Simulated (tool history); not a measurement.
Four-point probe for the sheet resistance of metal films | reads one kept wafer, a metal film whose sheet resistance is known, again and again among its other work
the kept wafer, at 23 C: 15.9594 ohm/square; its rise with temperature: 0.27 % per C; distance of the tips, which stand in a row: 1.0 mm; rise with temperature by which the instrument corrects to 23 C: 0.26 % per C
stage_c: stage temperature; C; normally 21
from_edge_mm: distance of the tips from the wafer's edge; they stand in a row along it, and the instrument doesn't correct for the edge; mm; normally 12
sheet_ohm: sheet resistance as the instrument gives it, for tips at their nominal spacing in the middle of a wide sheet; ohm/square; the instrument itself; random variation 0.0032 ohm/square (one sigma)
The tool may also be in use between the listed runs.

{"run": 1, "hour": 0.0, "stage_c": 21, "from_edge_mm": 12, "sheet_ohm": 16.012807}
{"run": 2, "hour": 17.1, "stage_c": 21, "from_edge_mm": 12, "sheet_ohm": 16.010187}
{"run": 3, "hour": 31.7, "stage_c": 21, "from_edge_mm": 12, "sheet_ohm": 16.011869}
{"run": 4, "hour": 47.0, "stage_c": 21, "from_edge_mm": 12, "sheet_ohm": 16.014825}
{"run": 5, "hour": 62.5, "stage_c": 21, "from_edge_mm": 12, "sheet_ohm": 16.012685}
{"run": 6, "hour": 77.9, "stage_c": 21, "from_edge_mm": 12, "sheet_ohm": 16.010898}
{"run": 7, "hour": 93.4, "stage_c": 21, "from_edge_mm": 12, "sheet_ohm": 16.010784}
{"run": 8, "hour": 109.5, "stage_c": 21, "from_edge_mm": 12, "sheet_ohm": 16.011735}
{"run": 9, "hour": 118.7, "stage_c": 28, "from_edge_mm": 12, "sheet_ohm": 16.027882}
{"run": 10, "hour": 128.9, "stage_c": 21, "from_edge_mm": 3, "sheet_ohm": 16.849677}
{"hour": 131.7, "done": "new probe head fitted"}
{"run": 11, "hour": 141.1, "stage_c": 21, "from_edge_mm": 3, "sheet_ohm": 16.847798}
{"run": 12, "hour": 152.4, "stage_c": 21, "from_edge_mm": 3, "sheet_ohm": 16.854808}
{"run": 13, "hour": 161.7, "stage_c": 21, "from_edge_mm": 65, "sheet_ohm": 15.957109}
{"run": 14, "hour": 173.5, "stage_c": 21, "from_edge_mm": 65, "sheet_ohm": 15.952746}
{"run": 15, "hour": 195.1, "stage_c": 21, "from_edge_mm": 12, "sheet_ohm": 16.010815}
{"run": 16, "hour": 214.0, "stage_c": 21, "from_edge_mm": 12, "sheet_ohm": 16.010521}
{"run": 17, "hour": 223.5, "stage_c": 21, "from_edge_mm": 12, "sheet_ohm": 16.02014}
{"run": 18, "hour": 242.4, "stage_c": 21, "from_edge_mm": 12, "sheet_ohm": 16.012397}
{"run": 19, "hour": 264.0, "stage_c": 21, "from_edge_mm": 12, "sheet_ohm": 16.019686}
{"run": 20, "hour": 275.5, "stage_c": 21, "from_edge_mm": 12, "sheet_ohm": 16.017615}
{"run": 21, "hour": 295.1, "stage_c": 21, "from_edge_mm": 12, "sheet_ohm": 16.013863}
{"run": 22, "hour": 313.3, "stage_c": 21, "from_edge_mm": 12, "sheet_ohm": 16.009806}
{"run": 23, "hour": 327.6, "stage_c": 21, "from_edge_mm": 12, "sheet_ohm": 16.014001}
{"run": 24, "hour": 345.8, "stage_c": 21, "from_edge_mm": 12, "sheet_ohm": 16.018056}
{"run": 25, "hour": 355.1, "stage_c": 21, "from_edge_mm": 12, "sheet_ohm": 16.016789}
{"run": 26, "hour": 369.9, "stage_c": 32, "from_edge_mm": 39, "sheet_ohm": 15.990449}
{"run": 27, "hour": 389.2, "stage_c": 32, "from_edge_mm": 39, "sheet_ohm": 15.985954}
{"run": 28, "hour": 400.3, "stage_c": 19, "from_edge_mm": 8, "sheet_ohm": 16.082209}

Forecast run 29:
{"run": 29, "hour": 420.1, "stage_c": 21, "from_edge_mm": 16, "sheet_ohm": "?"}

Run 29 came out at sheet_ohm 15.988423 ohm/square.
Take away the tool's hidden state, keep the run-to-run variation as it was, and the same run would have given sheet_ohm 15.988916 ohm/square.
